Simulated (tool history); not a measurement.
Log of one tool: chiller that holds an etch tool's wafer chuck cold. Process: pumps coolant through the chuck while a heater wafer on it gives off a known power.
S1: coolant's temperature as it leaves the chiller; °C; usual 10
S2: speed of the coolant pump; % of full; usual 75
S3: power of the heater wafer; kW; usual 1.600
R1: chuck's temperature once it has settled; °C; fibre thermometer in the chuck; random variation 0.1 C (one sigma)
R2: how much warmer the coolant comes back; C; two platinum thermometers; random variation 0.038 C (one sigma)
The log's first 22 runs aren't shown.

{"run": 23, "day": 112.567, "S1": 8, "S2": 67, "S3": 0.851, "R1": 16.4, "R2": 5.5}
{"run": 24, "day": 116.112, "S1": 8, "S2": 67, "S3": 0.851, "R1": 16.6, "R2": 5.49}
{"run": 25, "day": 119.358, "S1": 7, "S2": 99, "S3": 0.835, "R1": 13.5, "R2": 3.65}
{"run": 26, "day": 124.446, "S1": 19, "S2": 69, "S3": 1.781, "R1": 36.1, "R2": 11.23}
{"day": 125.688, "done": "coolant pump overhauled, once more"}
{"run": 27, "day": 128.662, "S1": 2, "S2": 94, "S3": 1.326, "R1": 11.3, "R2": 5.1}
{"run": 28, "day": 132.688, "S1": 10, "S2": 74, "S3": 1.165, "R1": 19.6, "R2": 5.71}
{"run": 29, "day": 139.488, "S1": 10, "S2": 74, "S3": 1.394, "R1": 21.5, "R2": 6.91}
{"run": 30, "day": 146.275, "S1": 10, "S2": 74, "S3": 1.394, "R1": 21.6, "R2": 6.92}
{"run": 31, "day": 152.896, "S1": 10, "S2": 69, "S3": 0.96, "R1": 18.6, "R2": 5.12}

The next listed run, before its measurement:
{"day": 155.088, "done": "chiller's thermometer calibrated"}
{"run": 32, "day": 159.821, "S1": 10, "S2": 69, "S3": 1.6, "R1": "?", "R2": "?"}

{"run 32": {"R1": 23.6, "R2": 8.52}}
Without the tool's hidden state the same run would have given R1 22.8 °C, R2 8.47 C.

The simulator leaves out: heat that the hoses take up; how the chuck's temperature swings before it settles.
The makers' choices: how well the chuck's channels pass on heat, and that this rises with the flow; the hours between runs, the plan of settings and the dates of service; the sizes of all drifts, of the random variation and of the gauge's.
